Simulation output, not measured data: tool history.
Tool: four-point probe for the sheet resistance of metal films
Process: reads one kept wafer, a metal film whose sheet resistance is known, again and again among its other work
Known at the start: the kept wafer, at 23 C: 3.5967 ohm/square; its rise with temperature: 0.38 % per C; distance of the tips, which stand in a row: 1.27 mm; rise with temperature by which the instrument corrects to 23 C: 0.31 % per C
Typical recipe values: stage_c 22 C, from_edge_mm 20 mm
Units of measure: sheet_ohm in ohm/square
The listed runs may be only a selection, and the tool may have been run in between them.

run	hour	stage_c	from_edge_mm	sheet_ohm
1	0.0	22	20	3.587080
2	29.9	22	20	3.588981
3	60.1	22	20	3.586400
4	110.4	22	20	3.587671
5	142.5	22	20	3.586183
6	205.1	29	20	3.601761
7	246.8	29	20	3.603681
8	306.9	29	20	3.603142
9	350.1	29	20	3.600847
10	399.9	32	20	3.609675
11	449.9	32	20	3.607980
12	500.4	32	41	3.602721
13	546.0	32	41	3.601886
14	605.1	19	5	3.688268
15	668.2	19	5	3.688643
16	704.0	29	25	3.598474
17	766.6	23	54	3.581733
18	802.0	20	5	3.690821
19	846.3	22	11	3.601053

Forecast each of these 5 alternatives for the next run:
A	902.4	19	65	?
B	902.4	28	9	?
C	902.4	33	4	?
D	902.4	20	3	?
E	902.4	21	13	?

run	sheet_ohm
A	3.568971
B	3.628509
C	3.786182
D	3.882671
E	3.591716
Without the tool's hidden state the same runs would have given:
run	sheet_ohm
A	3.587431
B	3.647146
C	3.805509
D	3.902618
E	3.610261
